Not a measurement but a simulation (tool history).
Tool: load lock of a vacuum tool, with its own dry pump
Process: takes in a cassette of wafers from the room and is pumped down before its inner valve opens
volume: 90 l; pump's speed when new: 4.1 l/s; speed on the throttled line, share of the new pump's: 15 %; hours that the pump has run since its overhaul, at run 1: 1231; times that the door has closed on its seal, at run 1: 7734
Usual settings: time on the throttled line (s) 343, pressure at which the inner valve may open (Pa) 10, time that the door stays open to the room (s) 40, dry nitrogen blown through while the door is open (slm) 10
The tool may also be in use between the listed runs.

run	day	time on the throttled line (s)	pressure at which the inner valve may open (Pa)	time that the door stays open to the room (s)	dry nitrogen blown through while the door is open (slm)	hours that the pump has run since its overhaul	times that the door has closed on its seal	incoming humidity of the room's air, %	time from the closed door until the inner valve may open (s)	rise of the pressure with all valves shut (Pa/min)
1	0	343	10	40	10	1231	7734	44.3	498.7	0.1
2	18.475	343	10	40	10	1674	8779	44.2	498.7	0.102
3	28.988	343	10	40	10	1926	9373	46.5	499.6	0.118
4	39.154	343	10	40	10	2170	9947	43.3	501.5	0.118
5	55.525	343	10	40	10	2563	10873	46.2	502.8	0.129
6	66.946	343	10	40	10	2837	11518	40.6	500.5	0.132
7	82.525	343	10	40	40	3211	12399	48.7	502.8	0.131
8	92.833	475	10	40	10	3459	12981	44.5	611.7	0.152
9	106.621	475	10	40	10	3790	13761	45.1	612.9	0.163
10	118.896	343	10	105	10	4084	14454	44.8	500.6	0.211
11	133.104	343	10	40	10	4425	15258	43	505.7	0.183
12	141.283	343	10	40	10	4621	15720	43.4	503.8	0.191
13	158.638	343	10	40	10	5038	16701	45.4	500.8	0.201
14	176.675	343	10	40	10	5471	17720	48.5	507.2	0.221
15	194.704	343	10	40	10	5904	18739	44.2	506.3	0.234
16	205.671	343	10	105	10	6167	19359	47.7	508.1	0.279
17	223.712	343	10	105	10	6600	20379	46.4	510.1	0.295
18	234.579	241	20	105	26	6861	20993	44.9	407.5	0.289
19	242.638	343	10	40	40	7054	21448	47	511.3	0.257
20	256.829	343	10	55	42	7395	22251	46.4	511.6	0.264
21	272.979	557	8	40	6	7782	23163	45.5	690.5	0.301
22	289.746	557	8	40	14	8185	24111	46.4	694.9	0.317
23	299.65	343	10	34	10	8422	24671	47.9	514.7	0.326
24	317.542	586	17	55	17	8852	25682	42.9	701.5	0.338
25	334.425	586	17	55	17	9257	26637	46.2	698.9	0.359
26	350.8	478	10	40	28	9650	27562	43.8	629.5	0.367
27	367.929	478	7	40	32	10061	28530	41.8	636.9	0.39
28	377.071	478	7	40	32	10280	29047	46.6	637.6	0.398
29	388.8	329	11	40	5	10562	29710	47.3	509	0.427
30	398.479	329	11	40	5	10794	30257	45.1	504.6	0.424
31	407.742	329	11	40	5	11016	30780	44.5	504.2	0.443
32	417.871	257	10	65	5	11260	31353	45	449.5	0.476

5 ways to go on from here, each from the tool as it stands after run 32. What would each give?
# day 419.904: dry pump taken out, an overhauled one fitted
A	433.029	257	19	65	5	315	32196	46.3	?	?
# day 419.904: dry pump taken out, an overhauled one fitted
B	433.029	195	16	40	24	315	32196	44.4	?	?
# day 419.904: dry pump taken out, an overhauled one fitted
C	433.029	257	12	95	4	315	32196	44.5	?	?
# day 419.904: dry pump taken out, an overhauled one fitted
D	433.029	530	7	91	5	315	32196	44.7	?	?
# day 419.904: dry pump taken out, an overhauled one fitted
E	433.029	257	13	207	9	315	32196	46.5	?	?

run	time from the closed door until the inner valve may open (s)	rise of the pressure with all valves shut (Pa/min)
A	403.4	0.505
B	355.3	0.458
C	413.6	0.529
D	654.3	0.51
E	415	0.573
Without the tool's hidden state the same runs would have given:
run	time from the closed door until the inner valve may open (s)	rise of the pressure with all valves shut (Pa/min)
A	402.8	0.068
B	355.1	0.027
C	413	0.089
D	653.7	0.077
E	414.4	0.137
